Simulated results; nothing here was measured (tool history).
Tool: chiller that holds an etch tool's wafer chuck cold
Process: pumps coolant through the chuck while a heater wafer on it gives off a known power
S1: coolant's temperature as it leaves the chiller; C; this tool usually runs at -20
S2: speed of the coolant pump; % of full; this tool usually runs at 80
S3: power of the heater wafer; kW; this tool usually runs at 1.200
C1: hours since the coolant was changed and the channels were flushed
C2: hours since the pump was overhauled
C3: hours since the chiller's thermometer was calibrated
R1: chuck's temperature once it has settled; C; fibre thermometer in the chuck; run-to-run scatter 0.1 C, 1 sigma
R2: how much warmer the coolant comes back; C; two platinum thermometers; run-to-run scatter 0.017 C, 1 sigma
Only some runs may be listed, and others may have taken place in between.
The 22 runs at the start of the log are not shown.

run 23 hour=505.5 | S1=-28 S2=72 S3=0.834 | C1=2169 C2=609 C3=2744 | R1=-21.43 R2=3.40
run 24 hour=522.9 | S1=-28 S2=72 S3=0.834 | C1=2186 C2=627 C3=2761 | R1=-21.40 R2=3.37
run 25 hour=549.4 | S1=-28 S2=72 S3=0.834 | C1=2213 C2=653 C3=2787 | R1=-21.29 R2=3.40
run 26 hour=578.1 | S1=-28 S2=80 S3=0.731 | C1=2242 C2=682 C3=2816 | R1=-22.57 R2=2.67
run 27 hour=592.9 | S1=-28 S2=80 S3=0.731 | C1=2256 C2=697 C3=2831 | R1=-22.54 R2=2.69
run 28 hour=607.6 | S1=-29 S2=89 S3=1.286 | C1=2271 C2=712 C3=2846 | R1=-20.52 R2=4.21
run 29 hour=628.8 | S1=-29 S2=63 S3=0.724 | C1=2292 C2=733 C3=2867 | R1=-22.55 R2=3.39
run 30 hour=645.2 | S1=-29 S2=63 S3=0.724 | C1=2309 C2=749 C3=2883 | R1=-22.19 R2=3.38
run 31 hour=669.3 | S1=-29 S2=62 S3=1.475 | C1=2333 C2=773 C3=2907 | R1=-15.88 R2=7.08
run 32 hour=699.5 | S1=-29 S2=89 S3=1.001 | C1=2363 C2=803 C3=2937 | R1=-22.44 R2=3.26
run 33 hour=715.7 | S1=-12 S2=82 S3=0.954 | C1=2379 C2=820 C3=2954 | R1=-5.33 R2=3.40

Branching from run 33: 3 alternative next runs. What would each branch give?
run A hour=744.8 | S1=-15 S2=65 S3=0.674 | C1=2408 C2=849 C3=2983 | R1=? R2=?
run B hour=744.8 | S1=-20 S2=65 S3=0.663 | C1=2408 C2=849 C3=2983 | R1=? R2=?
run C hour=744.8 | S1=-18 S2=82 S3=0.775 | C1=2408 C2=849 C3=2983 | R1=? R2=?

run=A R1=-8.97 R2=3.04
run=B R1=-14.15 R2=3.04
run=C R1=-12.50 R2=2.79
The same runs, with their run-to-run variation unchanged, on a tool lacking any hidden condition would have given:
run=A R1=-9.50 R2=3.00
run=B R1=-14.69 R2=3.01
run=C R1=-13.02 R2=2.76

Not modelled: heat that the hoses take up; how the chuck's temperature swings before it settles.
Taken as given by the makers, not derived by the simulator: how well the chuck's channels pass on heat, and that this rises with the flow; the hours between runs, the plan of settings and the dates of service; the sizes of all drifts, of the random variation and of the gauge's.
